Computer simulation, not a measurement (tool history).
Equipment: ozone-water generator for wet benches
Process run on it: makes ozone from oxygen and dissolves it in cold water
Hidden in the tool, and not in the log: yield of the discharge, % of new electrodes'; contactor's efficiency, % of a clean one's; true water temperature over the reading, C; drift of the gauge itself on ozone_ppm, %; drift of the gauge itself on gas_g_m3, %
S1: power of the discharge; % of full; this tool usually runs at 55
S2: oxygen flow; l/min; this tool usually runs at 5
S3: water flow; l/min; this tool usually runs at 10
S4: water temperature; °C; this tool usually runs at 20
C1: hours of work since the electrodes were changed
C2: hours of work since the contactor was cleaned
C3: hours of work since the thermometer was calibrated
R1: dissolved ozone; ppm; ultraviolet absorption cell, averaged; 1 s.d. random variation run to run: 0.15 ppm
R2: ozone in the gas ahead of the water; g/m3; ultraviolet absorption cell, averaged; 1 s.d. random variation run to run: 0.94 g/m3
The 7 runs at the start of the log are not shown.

run	day	S1	S2	S3	S4	C1	C2	C3	R1	R2
8	19.971	89	5	10	20	1836	1348	3163	25.3	211.2
9	21.625	55	5	10	20	1870	1383	3198	17.9	151.9
10	23.308	55	5	10	20	1905	1418	3233	18	150.2
11	24.958	55	5	10	20	1939	1452	3267	17.8	151.6
12	28.221	55	5	10	20	2007	1520	3335	18	150.3
# day 29.325: water thermometer calibrated
13	31.692	55	5	10	20	2079	1592	49	18	152.5
14	35.121	55	5.27	10	20	2150	1663	120	18.2	147.6
15	37.067	55	5.27	10	20	2190	1703	161	18.1	145.3
16	39.771	55	5.27	10	20	2247	1759	217	17.7	146.1
17	41.871	55	4.54	10	20	2290	1803	261	18	157.6
18	44.679	55	4.54	10	20	2349	1861	319	18.1	157.9
19	48.321	49	6.75	9	20	2424	1937	395	16.3	116.7
20	51.896	61	6.75	9	20	2499	2011	469	19	134.5
21	54.592	59	6.18	13	13	2555	2067	525	16.4	136.3
22	56.867	55	4	7	24	2602	2115	572	22	170.6
23	59.838	55	5	15	26	2663	2176	634	11.6	150.3
24	61.412	84	4.36	8	27	2696	2209	667	24.4	214.9
25	63.917	84	4.36	8	15	2748	2261	719	30.7	213
26	65.967	84	4.36	8	15	2791	2304	761	30.9	213.9
27	69.208	49	8.35	10	15	2858	2371	828	15.7	101.9
28	72.475	43	5	7	20	2926	2439	896	18.7	126.9
29	76.225	92	3.02	12	26	3004	2517	974	20.2	278.4
30	79.758	92	3.02	12	26	3077	2590	1048	20.5	278.1
31	82.638	92	3.02	12	26	3137	2650	1107	20.1	275.2
32	86.204	73	4.6	8	26	3211	2724	1182	21.5	186.2

What if the next run were any one of these 5? Each begins from the tool's condition after run 32:
A	89.167	73	4.6	8	26	3273	2786	1243	?	?
B	89.167	42	4.6	8	14	3273	2786	1243	?	?
C	89.167	86	3.99	8	15	3273	2786	1243	?	?
D	89.167	55	4.95	6	25	3273	2786	1243	?	?
E	89.167	55	2.93	10	20	3273	2786	1243	?	?

run	R1	R2
A	21.6	186.7
B	19.6	130.1
C	31.1	226.7
D	21.1	147.3
E	18.7	200.5
What these runs would have given with no unlogged condition in the tool:
run	R1	R2
A	25.1	205
B	22	138
C	36.4	251.5
D	23.9	158.9
E	21.4	216.4
